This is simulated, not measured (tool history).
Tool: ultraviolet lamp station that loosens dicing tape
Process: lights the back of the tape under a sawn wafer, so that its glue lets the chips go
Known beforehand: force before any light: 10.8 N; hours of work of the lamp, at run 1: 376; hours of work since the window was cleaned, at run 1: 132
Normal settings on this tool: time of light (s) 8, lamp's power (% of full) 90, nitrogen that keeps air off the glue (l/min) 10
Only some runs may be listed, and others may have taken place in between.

| run | day | time of light (s) | lamp's power (% of full) | nitrogen that keeps air off the glue (l/min) | hours of work of the lamp | hours of work since the window was cleaned | force that peels the tape off (N) | light that reached the tape (mJ/cm²) |
|---|---|---|---|---|---|---|---|---|
| 1 | 0.000 | 8 | 90 | 10 | 376 | 132 | 0.823 | 517 |
| 2 | 0.533 | 8 | 90 | 10 | 383 | 139 | 0.830 | 509 |
| 3 | 1.308 | 8 | 90 | 10 | 393 | 150 | 0.846 | 504 |
| 4 | 1.971 | 8 | 90 | 10 | 402 | 158 | 0.876 | 502 |
| 5 | 2.562 | 8 | 90 | 10 | 410 | 166 | 0.863 | 500 |
| 6 | 2.954 | 8 | 90 | 10 | 415 | 171 | 0.872 | 490 |
| 7 | 3.371 | 8 | 90 | 10 | 421 | 177 | 0.893 | 488 |
| 8 | 3.879 | 8 | 90 | 10 | 428 | 184 | 0.881 | 495 |
| 9 | 4.512 | 8 | 90 | 10 | 436 | 192 | 0.896 | 493 |
| 10 | 5.279 | 8 | 90 | 10 | 446 | 203 | 0.889 | 479 |
| 11 | 5.929 | 8 | 90 | 10 | 455 | 211 | 0.957 | 474 |
| 12 | 6.333 | 8 | 90 | 10 | 460 | 217 | 0.958 | 478 |
| 13 | 7.067 | 8 | 90 | 10 | 470 | 226 | 0.957 | 471 |
| 14 | 7.700 | 8 | 91 | 10 | 479 | 235 | 0.955 | 469 |
| 15 | 8.292 | 8 | 91 | 10 | 487 | 243 | 0.946 | 471 |
| 16 | 8.929 | 8 | 91 | 10 | 495 | 251 | 0.971 | 461 |
| 17 | 9.338 | 8 | 91 | 10 | 500 | 257 | 0.947 | 466 |
| 18 | 9.696 | 8 | 91 | 10 | 505 | 262 | 0.969 | 464 |
| 19 | 10.362 | 8 | 91 | 10 | 514 | 271 | 1.017 | 459 |
| 20 | 10.879 | 8 | 91 | 10 | 521 | 277 | 1.034 | 454 |
| 21 | 11.354 | 11 | 90 | 10 | 527 | 284 | 0.535 | 624 |
| 22 | 12.058 | 11 | 91 | 10 | 537 | 293 | 0.550 | 624 |
| 23 | 12.433 | 11 | 91 | 10 | 542 | 298 | 0.534 | 618 |
| 24 | 13.146 | 5 | 90 | 20 | 551 | 308 | 1.654 | 275 |
| 25 | 13.950 | 6 | 70 | 9 | 562 | 318 | 2.925 | 258 |
| 26 | 14.450 | 8 | 67 | 10 | 569 | 325 | 1.903 | 319 |
| 27 | 15.071 | 12 | 61 | 6 | 577 | 333 | 1.698 | 439 |
| 28 | 15.675 | 12 | 61 | 6 | 585 | 342 | 1.710 | 438 |
| 29 | 16.312 | 11 | 63 | 6 | 594 | 350 | 1.824 | 410 |
| 30 | 16.896 | 12 | 79 | 14 | 601 | 358 | 0.527 | 556 |
| 31 | 17.250 | 5 | 91 | 5 | 606 | 363 | 3.751 | 266 |
| 32 | 17.975 | 8 | 100 | 8 | 616 | 372 | 1.210 | 463 |
| 33 | 18.671 | 8 | 100 | 8 | 625 | 382 | 1.209 | 460 |
| 34 | 19.367 | 8 | 79 | 10 | 634 | 391 | 1.614 | 363 |
| 35 | 19.742 | 4 | 79 | 10 | 640 | 396 | 4.167 | 179 |
| 36 | 20.117 | 4 | 79 | 10 | 645 | 401 | 4.109 | 177 |
| 37 | 20.525 | 8 | 67 | 4 | 650 | 406 | 3.626 | 301 |
| 38 | 21.179 | 8 | 65 | 6 | 659 | 415 | 3.169 | 288 |
| 39 | 21.683 | 5 | 91 | 5 | 665 | 422 | 3.946 | 250 |
|  | 21.775 | window cleaned of glue's vapour |
| 40 | 22.258 | 5 | 91 | 5 | 673 | 6 | 3.381 | 285 |
| 41 | 22.671 | 14 | 81 | 10 | 678 | 12 | 0.420 | 712 |

Branching from run 41: 5 alternative next runs. What would each branch give?
| A | 23.246 | 11 | 69 | 13 | 686 | 20 | ? | ? |
| B | 23.246 | 11 | 90 | 10 | 686 | 20 | ? | ? |
| C | 23.246 | 10 | 81 | 10 | 686 | 20 | ? | ? |
| D | 23.246 | 9 | 90 | 10 | 686 | 20 | ? | ? |
| E | 23.246 | 12 | 81 | 12 | 686 | 20 | ? | ? |

| run | force that peels the tape off (N) | light that reached the tape (mJ/cm²) |
|---|---|---|
| A | 0.757 | 471 |
| B | 0.550 | 612 |
| C | 0.834 | 508 |
| D | 0.856 | 504 |
| E | 0.476 | 604 |
With the hidden condition removed and each run's random variation left untouched, the same runs would have given:
| run | force that peels the tape off (N) | light that reached the tape (mJ/cm²) |
|---|---|---|
| A | 0.370 | 665 |
| B | 0.297 | 865 |
| C | 0.407 | 717 |
| D | 0.419 | 712 |
| E | 0.269 | 854 |

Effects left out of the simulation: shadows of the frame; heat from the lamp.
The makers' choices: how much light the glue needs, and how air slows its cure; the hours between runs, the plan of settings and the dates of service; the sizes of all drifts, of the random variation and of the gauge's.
